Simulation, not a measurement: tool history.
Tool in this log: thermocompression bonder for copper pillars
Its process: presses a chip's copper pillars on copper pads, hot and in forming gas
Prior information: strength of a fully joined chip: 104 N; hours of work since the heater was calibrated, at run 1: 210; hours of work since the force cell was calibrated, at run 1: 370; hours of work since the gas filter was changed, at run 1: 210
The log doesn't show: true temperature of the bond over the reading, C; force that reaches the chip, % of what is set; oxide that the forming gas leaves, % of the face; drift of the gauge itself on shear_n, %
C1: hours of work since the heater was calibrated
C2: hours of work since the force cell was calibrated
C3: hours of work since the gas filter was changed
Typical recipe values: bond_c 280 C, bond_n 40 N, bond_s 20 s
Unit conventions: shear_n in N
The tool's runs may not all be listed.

run 1 hour=0 | bond_c=280 bond_n=40 bond_s=20 | C1=210 C2=370 C3=210 | shear_n=44.8
run 2 hour=29.1 | bond_c=280 bond_n=40 bond_s=20 | C1=222 C2=382 C3=222 | shear_n=44
run 3 hour=52 | bond_c=280 bond_n=40 bond_s=20 | C1=232 C2=392 C3=232 | shear_n=44.5
run 4 hour=73.4 | bond_c=280 bond_n=40 bond_s=20 | C1=241 C2=401 C3=241 | shear_n=44.5
run 5 hour=95.6 | bond_c=280 bond_n=40 bond_s=20 | C1=251 C2=410 C3=251 | shear_n=44.1
run 6 hour=116.5 | bond_c=280 bond_n=40 bond_s=51 | C1=260 C2=419 C3=260 | shear_n=59
run 7 hour=139.5 | bond_c=280 bond_n=40 bond_s=51 | C1=270 C2=429 C3=270 | shear_n=59.7
run 8 hour=165.2 | bond_c=286 bond_n=40 bond_s=20 | C1=281 C2=440 C3=281 | shear_n=47.8
run 9 hour=200.1 | bond_c=286 bond_n=53 bond_s=20 | C1=296 C2=455 C3=296 | shear_n=55.1
run 10 hour=229.4 | bond_c=281 bond_n=40 bond_s=20 | C1=308 C2=468 C3=308 | shear_n=43.3
run 11 hour=257.1 | bond_c=281 bond_n=40 bond_s=20 | C1=320 C2=480 C3=320 | shear_n=44.3
run 12 hour=289.6 | bond_c=281 bond_n=40 bond_s=20 | C1=334 C2=493 C3=334 | shear_n=43.9
run 13 hour=316.6 | bond_c=281 bond_n=40 bond_s=20 | C1=346 C2=505 C3=346 | shear_n=43.2
run 14 hour=337 | bond_c=281 bond_n=40 bond_s=20 | C1=354 C2=514 C3=354 | shear_n=43.6
-- hour=358.7 forming gas filter changed
run 15 hour=371.7 | bond_c=281 bond_n=40 bond_s=20 | C1=369 C2=528 C3=6 | shear_n=50
run 16 hour=395.9 | bond_c=281 bond_n=40 bond_s=20 | C1=379 C2=539 C3=16 | shear_n=48.5
run 17 hour=424.2 | bond_c=281 bond_n=40 bond_s=20 | C1=391 C2=551 C3=28 | shear_n=47.7
run 18 hour=458.5 | bond_c=281 bond_n=40 bond_s=20 | C1=406 C2=566 C3=43 | shear_n=49.5
run 19 hour=486.1 | bond_c=280 bond_n=41 bond_s=20 | C1=418 C2=577 C3=54 | shear_n=47.9
run 20 hour=520.5 | bond_c=280 bond_n=41 bond_s=20 | C1=433 C2=592 C3=69 | shear_n=49.6
run 21 hour=538.5 | bond_c=298 bond_n=41 bond_s=42 | C1=440 C2=600 C3=77 | shear_n=73.3
run 22 hour=559.2 | bond_c=298 bond_n=40 bond_s=42 | C1=449 C2=609 C3=86 | shear_n=72.3
run 23 hour=578.1 | bond_c=298 bond_n=40 bond_s=42 | C1=457 C2=617 C3=94 | shear_n=72.6
run 24 hour=607.1 | bond_c=298 bond_n=40 bond_s=42 | C1=470 C2=629 C3=106 | shear_n=72.9
run 25 hour=624.4 | bond_c=306 bond_n=40 bond_s=20 | C1=477 C2=637 C3=114 | shear_n=63.8
run 26 hour=649.5 | bond_c=252 bond_n=25 bond_s=19 | C1=488 C2=647 C3=124 | shear_n=21.3
run 27 hour=678.1 | bond_c=252 bond_n=25 bond_s=19 | C1=500 C2=660 C3=137 | shear_n=21.9
run 28 hour=705.4 | bond_c=295 bond_n=33 bond_s=37 | C1=512 C2=671 C3=148 | shear_n=63
run 29 hour=728 | bond_c=295 bond_n=33 bond_s=37 | C1=521 C2=681 C3=158 | shear_n=62.7
run 30 hour=761.2 | bond_c=280 bond_n=31 bond_s=20 | C1=536 C2=695 C3=172 | shear_n=41.6
run 31 hour=776.8 | bond_c=280 bond_n=31 bond_s=20 | C1=542 C2=702 C3=179 | shear_n=40.8
run 32 hour=796.1 | bond_c=280 bond_n=31 bond_s=20 | C1=551 C2=710 C3=187 | shear_n=40.4
-- hour=806 heater calibrated with a thermocouple chip
run 33 hour=822.7 | bond_c=255 bond_n=49 bond_s=20 | C1=7 C2=721 C3=198 | shear_n=32.3
run 34 hour=848.7 | bond_c=255 bond_n=49 bond_s=20 | C1=18 C2=732 C3=209 | shear_n=32.2
run 35 hour=871.3 | bond_c=255 bond_n=49 bond_s=20 | C1=28 C2=741 C3=219 | shear_n=31.2
run 36 hour=887.2 | bond_c=280 bond_n=40 bond_s=20 | C1=35 C2=748 C3=225 | shear_n=42.1
run 37 hour=913.1 | bond_c=284 bond_n=57 bond_s=20 | C1=46 C2=759 C3=236 | shear_n=54.1
run 38 hour=935.3 | bond_c=299 bond_n=40 bond_s=43 | C1=55 C2=769 C3=246 | shear_n=67.8
run 39 hour=962.7 | bond_c=299 bond_n=40 bond_s=43 | C1=67 C2=781 C3=258 | shear_n=66.9
run 40 hour=997.1 | bond_c=295 bond_n=40 bond_s=20 | C1=82 C2=795 C3=272 | shear_n=52.3

A few steps of shear_n between consecutive runs. Split each: what settings, incoming material and random variation would produce without the hidden state, and what is left over for the hidden state, along with gauge scatter present in only one of the two compared results (measured, and without hidden state):
Run 14 -> 15: forming gas filter changed. shear_n +6.4 N: hidden state +5.2, all else +1.2.
Run 20 -> 21: bond_c 280 -> 298, bond_s 20 -> 42. shear_n +23.7 N: hidden state -0.9, all else +24.6.
Run 25 -> 26: bond_c 306 -> 252, bond_n 40 -> 25, bond_s 20 -> 19. shear_n -42.5 N: hidden state +0.4, all else -42.9.
Run 27 -> 28: bond_c 252 -> 295, bond_n 25 -> 33, bond_s 19 -> 37. shear_n +41.1 N: hidden state -0.7, all else +41.8.
Run 32 -> 33: bond_c 280 -> 255, bond_n 31 -> 49, heater calibrated with a thermocouple chip. shear_n -8.1 N: hidden state -3.2, all else -4.9.
Run 37 -> 38: bond_c 284 -> 299, bond_n 57 -> 40, bond_s 20 -> 43. shear_n +13.7 N: hidden state -1.4, all else +15.1.

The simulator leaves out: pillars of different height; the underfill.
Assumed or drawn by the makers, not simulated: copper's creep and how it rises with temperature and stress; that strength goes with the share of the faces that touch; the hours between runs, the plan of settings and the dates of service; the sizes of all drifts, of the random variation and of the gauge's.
